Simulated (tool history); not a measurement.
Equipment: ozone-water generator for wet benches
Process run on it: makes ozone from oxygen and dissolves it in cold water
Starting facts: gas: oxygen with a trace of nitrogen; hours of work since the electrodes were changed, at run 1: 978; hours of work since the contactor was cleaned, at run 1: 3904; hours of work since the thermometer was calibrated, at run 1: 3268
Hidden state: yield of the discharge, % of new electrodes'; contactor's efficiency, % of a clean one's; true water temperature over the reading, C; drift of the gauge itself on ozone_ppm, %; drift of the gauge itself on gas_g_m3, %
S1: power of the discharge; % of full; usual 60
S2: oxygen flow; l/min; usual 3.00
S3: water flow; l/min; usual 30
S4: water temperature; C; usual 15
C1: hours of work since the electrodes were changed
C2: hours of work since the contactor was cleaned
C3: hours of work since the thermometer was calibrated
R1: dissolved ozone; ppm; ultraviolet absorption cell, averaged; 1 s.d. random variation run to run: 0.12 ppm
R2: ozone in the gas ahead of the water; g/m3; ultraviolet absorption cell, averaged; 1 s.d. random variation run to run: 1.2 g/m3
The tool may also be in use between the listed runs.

| run | hour | S1 | S2 | S3 | S4 | C1 | C2 | C3 | R1 | R2 |
|---|---|---|---|---|---|---|---|---|---|---|
| 1 | 0.0 | 60 | 3.00 | 30 | 15 | 978 | 3904 | 3268 | 11.1 | 225.7 |
| 2 | 26.7 | 60 | 3.00 | 30 | 15 | 1002 | 3928 | 3292 | 11.0 | 223.5 |
| 3 | 52.9 | 60 | 3.00 | 30 | 15 | 1025 | 3951 | 3315 | 10.9 | 223.3 |
| 4 | 67.2 | 60 | 3.00 | 30 | 15 | 1038 | 3964 | 3328 | 11.0 | 226.1 |
| 5 | 83.3 | 60 | 3.00 | 30 | 15 | 1053 | 3978 | 3342 | 10.9 | 223.3 |
| 6 | 106.2 | 60 | 3.00 | 30 | 15 | 1073 | 3999 | 3362 | 10.8 | 222.0 |
| 7 | 122.5 | 60 | 3.00 | 30 | 15 | 1088 | 4013 | 3377 | 10.8 | 227.2 |
| 8 | 151.2 | 60 | 3.00 | 30 | 15 | 1113 | 4039 | 3403 | 10.8 | 225.1 |
| 9 | 177.5 | 60 | 3.00 | 22 | 15 | 1137 | 4063 | 3426 | 14.8 | 224.1 |
| 10 | 200.8 | 60 | 3.00 | 30 | 15 | 1157 | 4083 | 3447 | 10.9 | 225.4 |
| 11 | 221.6 | 60 | 3.00 | 30 | 15 | 1176 | 4102 | 3466 | 10.8 | 224.3 |
| 12 | 243.6 | 60 | 3.00 | 30 | 19 | 1196 | 4122 | 3485 | 10.8 | 222.2 |
| 13 | 263.7 | 60 | 3.00 | 30 | 19 | 1214 | 4139 | 3503 | 10.5 | 222.7 |
| 14 | 280.9 | 60 | 3.00 | 30 | 15 | 1229 | 4155 | 3518 | 10.9 | 223.9 |
| 15 | 309.8 | 60 | 3.00 | 30 | 15 | 1255 | 4180 | 3544 | 11.0 | 222.3 |
| 16 | 334.8 | 60 | 3.00 | 30 | 15 | 1277 | 4203 | 3566 | 10.7 | 224.4 |
| 17 | 363.1 | 60 | 3.00 | 30 | 15 | 1302 | 4228 | 3592 | 11.2 | 222.4 |
|  | 366.6 | water thermometer calibrated |
| 18 | 390.9 | 55 | 3.00 | 30 | 11 | 1326 | 4252 | 22 | 10.5 | 211.4 |
| 19 | 407.5 | 59 | 3.00 | 36 | 15 | 1341 | 4267 | 37 | 8.8 | 220.0 |
| 20 | 426.8 | 50 | 3.00 | 30 | 13 | 1359 | 4284 | 54 | 9.6 | 196.5 |
| 21 | 459.4 | 49 | 5.05 | 19 | 23 | 1388 | 4313 | 83 | 14.9 | 161.6 |
| 22 | 488.2 | 85 | 3.00 | 20 | 15 | 1413 | 4339 | 109 | 20.5 | 280.0 |
|  | 513.9 | water thermometer calibrated, once more |
| 23 | 521.2 | 58 | 3.00 | 30 | 15 | 1442 | 4368 | 6 | 10.7 | 219.6 |
| 24 | 552.5 | 58 | 3.00 | 22 | 15 | 1470 | 4396 | 34 | 14.4 | 214.7 |
| 25 | 577.3 | 60 | 1.69 | 30 | 19 | 1492 | 4418 | 57 | 8.3 | 274.9 |
| 26 | 608.6 | 60 | 1.69 | 30 | 19 | 1520 | 4446 | 84 | 8.2 | 272.0 |
| 27 | 628.8 | 69 | 3.00 | 28 | 9 | 1538 | 4464 | 102 | 13.4 | 245.4 |
| 28 | 655.5 | 49 | 3.00 | 28 | 16 | 1562 | 4488 | 126 | 10.1 | 194.5 |
| 29 | 685.7 | 60 | 3.00 | 29 | 9 | 1589 | 4515 | 153 | 11.7 | 223.0 |
| 30 | 703.5 | 60 | 3.00 | 29 | 9 | 1605 | 4531 | 169 | 11.6 | 222.5 |
| 31 | 733.1 | 60 | 3.00 | 29 | 9 | 1631 | 4557 | 196 | 11.7 | 225.7 |
| 32 | 754.0 | 60 | 3.00 | 24 | 8 | 1650 | 4576 | 214 | 14.3 | 221.7 |

A few steps of R1 between consecutive runs. Split each: what settings, incoming material and random variation would produce without the hidden state, and what is left over for the hidden state, along with gauge scatter present in only one of the two compared results (measured, and without hidden state):
Run 21 -> 22: S1 49 -> 85, S2 5.05 -> 3.00, S3 19 -> 20, S4 23 -> 15. R1 +5.6 ppm: hidden state -0.7, all else +6.3.
Run 22 -> 23: S1 85 -> 58, S3 20 -> 30, water thermometer calibrated, once more. R1 -9.8 ppm: hidden state +1.1, all else -10.9.
Run 24 -> 25: S1 58 -> 60, S2 3.00 -> 1.69, S3 22 -> 30, S4 15 -> 19. R1 -6.1 ppm: hidden state +0.6, all else -6.7.
